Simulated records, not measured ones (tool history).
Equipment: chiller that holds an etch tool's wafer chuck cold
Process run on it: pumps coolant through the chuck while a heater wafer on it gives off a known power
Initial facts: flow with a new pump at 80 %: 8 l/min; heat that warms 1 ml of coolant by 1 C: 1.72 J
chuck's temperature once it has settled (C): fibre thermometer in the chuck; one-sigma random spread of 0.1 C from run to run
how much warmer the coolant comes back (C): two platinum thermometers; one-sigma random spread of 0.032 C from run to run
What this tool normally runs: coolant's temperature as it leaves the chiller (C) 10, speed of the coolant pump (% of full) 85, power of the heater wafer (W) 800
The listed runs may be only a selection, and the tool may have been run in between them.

| run | day | coolant's temperature as it leaves the chiller (C) | speed of the coolant pump (% of full) | power of the heater wafer (W) | chuck's temperature once it has settled (C) | how much warmer the coolant comes back (C) |
|---|---|---|---|---|---|---|
| 1 | 0 | 10 | 85 | 800 | 23.2 | 3.5 |
| 2 | 1.146 | 13 | 85 | 800 | 26.2 | 3.51 |
|  | 2.175 | coolant changed, channels flushed |
| 3 | 2.229 | 1 | 85 | 800 | 11.7 | 3.41 |
| 4 | 3.404 | 10 | 85 | 800 | 20.8 | 3.46 |
| 5 | 4.483 | 10 | 85 | 560 | 17.4 | 2.4 |
| 6 | 5.65 | 10 | 85 | 800 | 20.9 | 3.46 |
| 7 | 6.375 | 10 | 85 | 800 | 21 | 3.46 |
| 8 | 7.646 | 19 | 85 | 800 | 30 | 3.47 |
| 9 | 8.25 | 19 | 85 | 800 | 29.7 | 3.52 |
| 10 | 9.146 | 19 | 85 | 800 | 29.9 | 3.53 |
| 11 | 9.921 | 10 | 85 | 800 | 20.8 | 3.45 |
| 12 | 10.667 | 7 | 85 | 800 | 18 | 3.53 |
| 13 | 11.229 | 7 | 85 | 800 | 18 | 3.57 |
| 14 | 12.296 | 7 | 85 | 800 | 18 | 3.46 |
| 15 | 13.167 | 10 | 85 | 800 | 20.9 | 3.51 |
| 16 | 13.788 | 10 | 85 | 800 | 21 | 3.55 |
| 17 | 14.392 | 10 | 66 | 800 | 22.5 | 4.59 |

Forecast run 18:
| 18 | 15.192 | 10 | 66 | 800 | ? | ? |

chuck's temperature once it has settled (C): 22.6
how much warmer the coolant comes back (C): 4.53
Take away the tool's hidden state, keep the run-to-run variation as it was, and the same run would have given chuck's temperature once it has settled (C) 21.5, how much warmer the coolant comes back (C) 4.22.

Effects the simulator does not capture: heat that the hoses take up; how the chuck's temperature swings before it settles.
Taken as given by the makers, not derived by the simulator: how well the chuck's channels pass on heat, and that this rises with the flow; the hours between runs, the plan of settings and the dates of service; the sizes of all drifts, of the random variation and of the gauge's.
